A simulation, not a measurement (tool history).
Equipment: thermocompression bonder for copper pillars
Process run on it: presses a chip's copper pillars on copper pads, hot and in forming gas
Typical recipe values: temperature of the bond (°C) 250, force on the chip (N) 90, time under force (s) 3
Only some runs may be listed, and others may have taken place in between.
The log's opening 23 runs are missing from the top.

run	day	temperature of the bond (°C)	force on the chip (N)	time under force (s)	force that shears a chip off (N)
24	14.554	250	59	5	54.4
25	14.988	244	90	7	79.2
26	15.771	244	90	7	78.1
27	16.629	256	90	4	75.5
28	17.450	239	66	3	44.4
29	18.108	221	86	2	39.8
30	18.596	280	90	9	99.5
31	19.029	280	90	9	100.8
32	19.408	241	63	7	58.1
33	19.950	223	63	4	39.6
34	20.738	233	90	3	54.9
35	21.304	233	90	3	54.2
36	21.946	264	77	5	74.3
37	22.554	264	88	8	90.2
38	23.479	280	88	8	97.9
39	24.154	280	94	8	100.5

Here are 3 independent what-if runs from the current tool condition. What would each one return?
A	24.538	271	94	8	?
B	24.538	236	90	3	?
C	24.538	259	81	2	?

run	force that shears a chip off (N)
A	96.5
B	57.4
C	57.8
With the hidden condition removed and each run's random variation left untouched, the same runs would have given:
run	force that shears a chip off (N)
A	97.4
B	58.1
C	58.4
